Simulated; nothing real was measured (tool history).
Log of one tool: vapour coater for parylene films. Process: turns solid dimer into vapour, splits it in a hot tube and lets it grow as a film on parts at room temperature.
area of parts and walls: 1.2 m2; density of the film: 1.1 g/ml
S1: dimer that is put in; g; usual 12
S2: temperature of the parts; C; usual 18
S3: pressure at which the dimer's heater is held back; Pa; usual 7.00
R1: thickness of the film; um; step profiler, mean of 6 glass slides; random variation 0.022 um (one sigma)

| run | hour | S1 | S2 | S3 | R1 |
|---|---|---|---|---|---|
| 1 | 0.0 | 12 | 18 | 7.00 | 6.66 |
| 2 | 40.7 | 12 | 29 | 7.00 | 4.46 |
| 3 | 79.1 | 10 | 29 | 7.00 | 3.73 |
| 4 | 112.3 | 12 | 18 | 7.00 | 6.71 |
|  | 129.2 | trap's valve overhauled |
| 5 | 153.8 | 12 | 15 | 7.00 | 7.49 |
| 6 | 183.1 | 12 | 26 | 7.00 | 5.00 |
| 7 | 206.8 | 12 | 26 | 7.00 | 5.05 |
| 8 | 248.7 | 12 | 26 | 7.00 | 5.04 |
| 9 | 278.4 | 12 | 26 | 7.00 | 5.04 |
| 10 | 317.1 | 12 | 26 | 7.00 | 5.06 |
| 11 | 335.4 | 12 | 18 | 7.00 | 6.77 |
| 12 | 362.5 | 12 | 18 | 7.00 | 6.77 |
| 13 | 387.1 | 12 | 18 | 7.00 | 6.78 |
|  | 407.1 | gauge calibrated |
| 14 | 424.5 | 12 | 18 | 7.00 | 6.69 |
| 15 | 460.1 | 12 | 18 | 7.00 | 6.67 |
| 16 | 482.4 | 12 | 28 | 7.00 | 4.63 |
| 17 | 517.6 | 12 | 18 | 7.00 | 6.71 |
| 18 | 561.0 | 13 | 18 | 7.00 | 7.28 |
| 19 | 580.6 | 18 | 18 | 7.00 | 10.12 |
| 20 | 608.3 | 18 | 18 | 7.00 | 10.05 |
| 21 | 647.5 | 18 | 18 | 7.00 | 10.11 |
| 22 | 682.9 | 12 | 18 | 9.18 | 6.31 |
| 23 | 724.6 | 12 | 18 | 7.00 | 6.74 |
| 24 | 761.1 | 18 | 23 | 7.14 | 8.41 |
| 25 | 786.6 | 15 | 27 | 2.93 | 7.60 |
| 26 | 809.4 | 12 | 15 | 3.38 | 9.09 |
| 27 | 838.3 | 17 | 13 | 10.25 | 10.54 |
| 28 | 860.6 | 10 | 26 | 6.14 | 4.40 |
| 29 | 889.1 | 10 | 26 | 6.14 | 4.35 |
| 30 | 914.8 | 10 | 26 | 6.14 | 4.41 |
| 31 | 940.5 | 12 | 18 | 2.23 | 9.08 |
|  | 962.7 | trap's valve overhauled |
| 32 | 971.2 | 5 | 18 | 4.75 | 3.16 |
| 33 | 993.6 | 13 | 21 | 7.00 | 6.66 |
| 34 | 1021.3 | 12 | 18 | 2.13 | 9.22 |
| 35 | 1057.3 | 16 | 24 | 7.31 | 7.37 |
|  | 1064.9 | gauge calibrated |
| 36 | 1090.4 | 13 | 18 | 5.24 | 7.78 |
| 37 | 1113.3 | 11 | 18 | 5.24 | 6.53 |
| 38 | 1139.1 | 12 | 18 | 7.35 | 6.63 |
| 39 | 1161.2 | 12 | 18 | 3.12 | 8.20 |
| 40 | 1196.9 | 12 | 18 | 3.12 | 8.20 |
| 41 | 1225.4 | 19 | 18 | 6.12 | 10.92 |
| 42 | 1267.8 | 6 | 18 | 7.27 | 3.33 |
| 43 | 1302.6 | 9 | 20 | 7.00 | 4.71 |
| 44 | 1328.0 | 12 | 18 | 4.64 | 7.48 |
| 45 | 1346.1 | 12 | 18 | 4.64 | 7.51 |
| 46 | 1370.6 | 5 | 17 | 5.99 | 3.05 |

The same runs without the tool's hidden state, with the same run-to-run variation:
The hidden state here: vapour lost through the trap's worn valve, %; true temperature of the parts over the reading, C; drift of the gauge itself on film_um, %.
| run | R1 |
|---|---|
| 1 | 6.66 |
| 2 | 4.45 |
| 3 | 3.72 |
| 4 | 6.67 |
| 5 | 7.43 |
| 6 | 4.95 |
| 7 | 4.99 |
| 8 | 4.97 |
| 9 | 4.96 |
| 10 | 4.97 |
| 11 | 6.64 |
| 12 | 6.64 |
| 13 | 6.64 |
| 14 | 6.68 |
| 15 | 6.65 |
| 16 | 4.61 |
| 17 | 6.67 |
| 18 | 7.22 |
| 19 | 10.02 |
| 20 | 9.94 |
| 21 | 9.98 |
| 22 | 6.22 |
| 23 | 6.62 |
| 24 | 8.25 |
| 25 | 7.44 |
| 26 | 8.89 |
| 27 | 10.29 |
| 28 | 4.29 |
| 29 | 4.24 |
| 30 | 4.29 |
| 31 | 8.82 |
| 32 | 3.06 |
| 33 | 6.44 |
| 34 | 8.90 |
| 35 | 7.10 |
| 36 | 7.77 |
| 37 | 6.51 |
| 38 | 6.60 |
| 39 | 8.15 |
| 40 | 8.13 |
| 41 | 10.82 |
| 42 | 3.29 |
| 43 | 4.65 |
| 44 | 7.37 |
| 45 | 7.39 |
| 46 | 3.00 |

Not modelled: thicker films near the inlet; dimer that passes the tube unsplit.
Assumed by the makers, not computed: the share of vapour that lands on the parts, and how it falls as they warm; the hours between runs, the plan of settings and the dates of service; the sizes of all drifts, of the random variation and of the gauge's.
